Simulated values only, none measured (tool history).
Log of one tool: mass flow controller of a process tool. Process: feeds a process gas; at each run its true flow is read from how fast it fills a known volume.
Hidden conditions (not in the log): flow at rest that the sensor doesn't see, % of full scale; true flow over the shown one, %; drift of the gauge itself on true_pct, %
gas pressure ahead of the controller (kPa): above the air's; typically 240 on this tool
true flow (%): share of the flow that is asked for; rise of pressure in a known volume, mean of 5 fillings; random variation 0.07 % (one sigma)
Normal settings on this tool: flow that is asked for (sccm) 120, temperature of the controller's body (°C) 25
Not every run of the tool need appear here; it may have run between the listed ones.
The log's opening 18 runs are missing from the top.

| run | hour | flow that is asked for (sccm) | gas pressure ahead of the controller (kPa) | temperature of the controller's body (°C) | hours of work since the controller was set to zero | hours of work since the controller was changed | true flow (%) |
|---|---|---|---|---|---|---|---|
| 19 | 2099.9 | 27 | 213 | 21 | 6003 | 6003 | 103.61 |
| 20 | 2230.6 | 120 | 145 | 28 | 6101 | 6101 | 102.25 |
| 21 | 2311.6 | 23 | 221 | 25 | 6161 | 6161 | 104.66 |
|  | 2464.8 | controller's zero set anew |
| 22 | 2469 | 83 | 240 | 30 | 3 | 6279 | 100.68 |
| 23 | 2592.3 | 22 | 183 | 25 | 96 | 6371 | 100.78 |
| 24 | 2709.2 | 22 | 183 | 25 | 183 | 6459 | 100.96 |
| 25 | 2813.4 | 133 | 235 | 25 | 261 | 6537 | 101.12 |
| 26 | 2885.2 | 133 | 186 | 23 | 315 | 6591 | 101.31 |

For run 27, what comes out?
| 27 | 3008.5 | 120 | 150 | 34 | 408 | 6684 | ? |

true flow (%): 101.93
With no hidden state in the tool, this same run would have given true flow (%) 99.94.

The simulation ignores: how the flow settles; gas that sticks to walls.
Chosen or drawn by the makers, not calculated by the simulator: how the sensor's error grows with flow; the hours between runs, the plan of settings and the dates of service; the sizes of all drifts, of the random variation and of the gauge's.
